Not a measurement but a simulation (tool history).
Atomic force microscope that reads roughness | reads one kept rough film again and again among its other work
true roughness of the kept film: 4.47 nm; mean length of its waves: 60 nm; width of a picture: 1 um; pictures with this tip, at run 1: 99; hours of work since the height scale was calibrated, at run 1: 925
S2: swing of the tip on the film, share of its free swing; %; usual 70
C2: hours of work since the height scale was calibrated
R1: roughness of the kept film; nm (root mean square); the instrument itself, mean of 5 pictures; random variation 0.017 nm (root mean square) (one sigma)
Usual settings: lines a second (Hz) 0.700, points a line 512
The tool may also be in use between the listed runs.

{"run": 1, "hour": 0.0, "lines a second (Hz)": 0.7, "S2": 70, "points a line": 512, "pictures with this tip": 99, "C2": 925, "R1": 4.075}
{"run": 2, "hour": 47.8, "lines a second (Hz)": 0.7, "S2": 70, "points a line": 265, "pictures with this tip": 135, "C2": 946, "R1": 4.025}
{"run": 3, "hour": 91.9, "lines a second (Hz)": 0.7, "S2": 70, "points a line": 265, "pictures with this tip": 169, "C2": 965, "R1": 4.042}
{"run": 4, "hour": 163.8, "lines a second (Hz)": 0.7, "S2": 70, "points a line": 265, "pictures with this tip": 224, "C2": 996, "R1": 4.05}
{"run": 5, "hour": 210.6, "lines a second (Hz)": 0.7, "S2": 70, "points a line": 504, "pictures with this tip": 260, "C2": 1016, "R1": 4.089}
{"run": 6, "hour": 251.9, "lines a second (Hz)": 0.7, "S2": 70, "points a line": 504, "pictures with this tip": 291, "C2": 1034, "R1": 4.066}
{"hour": 305.2, "done": "new tip fitted"}
{"run": 7, "hour": 305.2, "lines a second (Hz)": 0.7, "S2": 70, "points a line": 512, "pictures with this tip": 0, "C2": 1057, "R1": 4.074}
{"run": 8, "hour": 344.5, "lines a second (Hz)": 1.66, "S2": 70, "points a line": 512, "pictures with this tip": 30, "C2": 1074, "R1": 3.819}
{"run": 9, "hour": 383.3, "lines a second (Hz)": 1.66, "S2": 70, "points a line": 512, "pictures with this tip": 59, "C2": 1091, "R1": 3.85}
{"run": 10, "hour": 430.2, "lines a second (Hz)": 1.66, "S2": 70, "points a line": 512, "pictures with this tip": 95, "C2": 1111, "R1": 3.819}
{"run": 11, "hour": 500.8, "lines a second (Hz)": 1.66, "S2": 70, "points a line": 512, "pictures with this tip": 149, "C2": 1142, "R1": 3.863}
{"run": 12, "hour": 580.7, "lines a second (Hz)": 0.7, "S2": 70, "points a line": 512, "pictures with this tip": 210, "C2": 1177, "R1": 4.075}
{"run": 13, "hour": 653.0, "lines a second (Hz)": 0.7, "S2": 70, "points a line": 512, "pictures with this tip": 265, "C2": 1208, "R1": 4.054}
{"run": 14, "hour": 701.0, "lines a second (Hz)": 1.979, "S2": 61, "points a line": 652, "pictures with this tip": 302, "C2": 1229, "R1": 3.95}
{"hour": 738.7, "done": "new tip fitted"}
{"run": 15, "hour": 776.5, "lines a second (Hz)": 0.615, "S2": 70, "points a line": 512, "pictures with this tip": 29, "C2": 1261, "R1": 4.073}
{"run": 16, "hour": 846.5, "lines a second (Hz)": 0.615, "S2": 70, "points a line": 512, "pictures with this tip": 82, "C2": 1292, "R1": 4.097}
{"run": 17, "hour": 916.1, "lines a second (Hz)": 3.003, "S2": 77, "points a line": 464, "pictures with this tip": 135, "C2": 1322, "R1": 3.307}
{"run": 18, "hour": 985.9, "lines a second (Hz)": 3.003, "S2": 77, "points a line": 464, "pictures with this tip": 189, "C2": 1352, "R1": 3.294}
{"run": 19, "hour": 1024.3, "lines a second (Hz)": 0.7, "S2": 76, "points a line": 512, "pictures with this tip": 218, "C2": 1369, "R1": 3.976}
{"run": 20, "hour": 1057.0, "lines a second (Hz)": 0.907, "S2": 88, "points a line": 512, "pictures with this tip": 243, "C2": 1383, "R1": 3.692}
{"run": 21, "hour": 1121.7, "lines a second (Hz)": 2.642, "S2": 70, "points a line": 816, "pictures with this tip": 292, "C2": 1411, "R1": 3.634}

Forecast run 22:
{"hour": 1175.0, "done": "new tip fitted"}
{"run": 22, "hour": 1193.1, "lines a second (Hz)": 2.642, "S2": 70, "points a line": 816, "pictures with this tip": 14, "C2": 1442, "R1": "?"}

Run 22 gave R1 3.628 nm (root mean square).
Without the tool's hidden state the same run would have given R1 3.629 nm (root mean square).
